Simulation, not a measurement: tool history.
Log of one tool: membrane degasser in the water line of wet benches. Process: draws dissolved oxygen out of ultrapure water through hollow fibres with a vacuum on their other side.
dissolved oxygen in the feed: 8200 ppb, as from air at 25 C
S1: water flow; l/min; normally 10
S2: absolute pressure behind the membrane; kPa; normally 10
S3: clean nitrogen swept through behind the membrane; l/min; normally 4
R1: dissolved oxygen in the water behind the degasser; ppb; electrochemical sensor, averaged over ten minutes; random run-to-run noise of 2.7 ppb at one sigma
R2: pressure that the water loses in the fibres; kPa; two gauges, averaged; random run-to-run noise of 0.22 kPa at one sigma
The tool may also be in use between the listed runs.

{"run": 1, "hour": 0.0, "S1": 10, "S2": 10, "S3": 4, "R1": 269.6, "R2": 52.76}
{"run": 2, "hour": 61.6, "S1": 10, "S2": 10, "S3": 7.13, "R1": 258.3, "R2": 52.21}
{"run": 3, "hour": 177.7, "S1": 10, "S2": 10, "S3": 7.13, "R1": 254.3, "R2": 52.32}
{"run": 4, "hour": 289.0, "S1": 10, "S2": 10, "S3": 7.13, "R1": 255.3, "R2": 51.93}
{"run": 5, "hour": 354.3, "S1": 10, "S2": 10, "S3": 7.13, "R1": 259, "R2": 52.21}
{"run": 6, "hour": 401.7, "S1": 10, "S2": 10, "S3": 7.13, "R1": 254.4, "R2": 52.77}
{"run": 7, "hour": 479.5, "S1": 10, "S2": 15.8, "S3": 4, "R1": 310.3, "R2": 52.36}
{"run": 8, "hour": 556.9, "S1": 10, "S2": 14, "S3": 4, "R1": 293.7, "R2": 52.17}
{"run": 9, "hour": 642.1, "S1": 10, "S2": 14, "S3": 4, "R1": 293.6, "R2": 52.36}
{"run": 10, "hour": 690.9, "S1": 10, "S2": 14, "S3": 4, "R1": 293.2, "R2": 51.98}
{"run": 11, "hour": 790.3, "S1": 10, "S2": 10, "S3": 8.57, "R1": 256.2, "R2": 51.64}
{"run": 12, "hour": 840.4, "S1": 10, "S2": 10, "S3": 4, "R1": 267.9, "R2": 52.04}
{"run": 13, "hour": 951.0, "S1": 10, "S2": 10, "S3": 4, "R1": 268.8, "R2": 52.19}
{"run": 14, "hour": 1063.8, "S1": 7, "S2": 10, "S3": 4, "R1": 101.8, "R2": 36.15}
{"run": 15, "hour": 1138.4, "S1": 7, "S2": 10, "S3": 4, "R1": 103.1, "R2": 36.53}
{"run": 16, "hour": 1201.9, "S1": 10, "S2": 10, "S3": 5.15, "R1": 264.2, "R2": 51.45}
{"run": 17, "hour": 1315.2, "S1": 13, "S2": 8.9, "S3": 7.93, "R1": 484.4, "R2": 67.24}
{"run": 18, "hour": 1399.6, "S1": 10, "S2": 10, "S3": 6.45, "R1": 256.1, "R2": 51.81}
{"run": 19, "hour": 1453.5, "S1": 10, "S2": 10, "S3": 6.45, "R1": 261, "R2": 51.78}
{"run": 20, "hour": 1511.9, "S1": 10, "S2": 13.7, "S3": 4.07, "R1": 287.5, "R2": 51.87}
{"run": 21, "hour": 1620.5, "S1": 10, "S2": 9.5, "S3": 2.64, "R1": 289, "R2": 51.79}
{"run": 22, "hour": 1669.9, "S1": 10, "S2": 9, "S3": 4, "R1": 268.2, "R2": 51.68}
{"run": 23, "hour": 1731.0, "S1": 9, "S2": 9.1, "S3": 4, "R1": 206.1, "R2": 46.57}
{"run": 24, "hour": 1815.1, "S1": 9, "S2": 13.6, "S3": 4, "R1": 229.1, "R2": 46.52}
{"run": 25, "hour": 1930.6, "S1": 7, "S2": 10, "S3": 2.02, "R1": 126.1, "R2": 35.9}
{"run": 26, "hour": 2026.0, "S1": 13, "S2": 8, "S3": 3.46, "R1": 492.2, "R2": 66.87}
{"run": 27, "hour": 2132.7, "S1": 14, "S2": 24.5, "S3": 11.73, "R1": 607.4, "R2": 72.34}
{"run": 28, "hour": 2197.2, "S1": 13, "S2": 10, "S3": 8.08, "R1": 485.9, "R2": 66.91}
{"run": 29, "hour": 2275.5, "S1": 13, "S2": 10, "S3": 8.08, "R1": 477.4, "R2": 66.75}
{"run": 30, "hour": 2371.6, "S1": 13, "S2": 10, "S3": 8.08, "R1": 479.6, "R2": 66.76}
{"run": 31, "hour": 2441.2, "S1": 11, "S2": 19.5, "S3": 1.86, "R1": 513.5, "R2": 56.29}

3 ways to go on from here, each from the tool as it stands after run 31. What would each give?
{"run": "A", "hour": 2538.0, "S1": 6, "S2": 23.3, "S3": 1.86, "R1": "?", "R2": "?"}
{"run": "B", "hour": 2538.0, "S1": 12, "S2": 19.5, "S3": 2.26, "R1": "?", "R2": "?"}
{"run": "C", "hour": 2538.0, "S1": 7, "S2": 10, "S3": 2.68, "R1": "?", "R2": "?"}

run=A R1=194.4 R2=31.03
run=B R1=566.3 R2=61.53
run=C R1=116.3 R2=35.87
Without the tool's hidden state the same runs would have given:
run=A R1=194.1 R2=31.73
run=B R1=565.8 R2=62.93
run=C R1=116.1 R2=36.69
